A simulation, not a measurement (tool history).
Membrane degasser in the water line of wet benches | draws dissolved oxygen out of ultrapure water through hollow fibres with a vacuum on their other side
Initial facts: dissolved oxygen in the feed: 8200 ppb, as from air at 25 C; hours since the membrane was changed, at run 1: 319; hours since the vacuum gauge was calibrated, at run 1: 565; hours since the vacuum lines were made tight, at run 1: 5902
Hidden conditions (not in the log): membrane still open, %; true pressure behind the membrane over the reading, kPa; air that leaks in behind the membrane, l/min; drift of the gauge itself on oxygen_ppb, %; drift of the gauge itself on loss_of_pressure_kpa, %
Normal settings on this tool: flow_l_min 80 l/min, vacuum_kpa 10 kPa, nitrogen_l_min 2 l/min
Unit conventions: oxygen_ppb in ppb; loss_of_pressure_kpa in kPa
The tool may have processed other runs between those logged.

run,hour,flow_l_min,vacuum_kpa,nitrogen_l_min,hours since the membrane was changed,hours since the vacuum gauge was calibrated,hours since the vacuum lines were made tight,oxygen_ppb,loss_of_pressure_kpa
1,0,80,10,2,319,565,5902,538,42.84
2,123.4,80,10,2,443,688,6026,537.7,43.07
3,283.9,80,10,2,603,848,6186,537.6,42.74
4,431.9,80,10,0.8,751,996,6334,983.2,42.68
5,644.7,80,10,1.97,964,1209,6547,543.8,42.39
6,808.3,80,10,1.97,1128,1373,6711,544.6,42.61
7,1033.7,80,10,2,1353,1598,6936,539.2,42.26
8,1204.3,80,10,2,1524,1769,7107,538.4,42.41
9,1373.2,80,8.5,2,1693,1938,7275,427.7,42.64
10,1540.7,80,10,4.94,1860,2105,7443,265.8,42.26
11,1795.1,80,10,4.94,2115,2360,7697,265.6,42.23
12,1974.1,80,10,2,2293,2539,7876,538.2,42.12
13,2201,124,10,2,2520,2766,8103,759.8,64.91
14,2401.7,124,10,2,2721,2966,8304,759.5,65.11
15,2629.8,124,10,2,2949,3194,8532,763.3,65.08
16,2823,124,10,2,3142,3388,8725,758.5,64.75
# hour 2854.3: seals of the vacuum lines changed
# hour 2906.2: gauge calibrated
17,2948.4,124,10,2,3266,3511,94,758.7,66.61
18,3076,80,17.8,3.67,3393,3639,222,673.8,42.64
19,3321,80,8.7,1.74,3638,3884,467,489.5,42.74
20,3573.7,80,8.7,1.74,3891,4136,719,490.6,42.6
21,3735.5,80,10,3.53,4053,4298,881,348.1,42.32
22,3940.9,80,10,3.53,4258,4503,1087,347.7,42.72
23,4065.4,57,7.7,2.81,4383,4628,1211,209.2,30.37
24,4311.7,80,10,0.83,4629,4874,1457,964.1,42.32
25,4443.4,50,10.4,1.13,4761,5006,1589,596.4,26.35
26,4568.7,109,6.7,2.33,4886,5131,1714,349,57.51
27,4738.6,80,19.5,2,5056,5301,1884,1173.7,42.29
28,5002.9,81,15.4,1.61,5320,5565,2149,1071.8,42.51

Predict the results of run 29:
29,5202.3,81,15.4,1.61,5520,5765,2348,?,?

{"run 29": {"oxygen_ppb": 1071.2, "loss_of_pressure_kpa": 42.39}}
Were there no unlogged condition in the tool, this run, its random variation unchanged, would have produced oxygen_ppb 1071 ppb, loss_of_pressure_kpa 43.18 kPa.
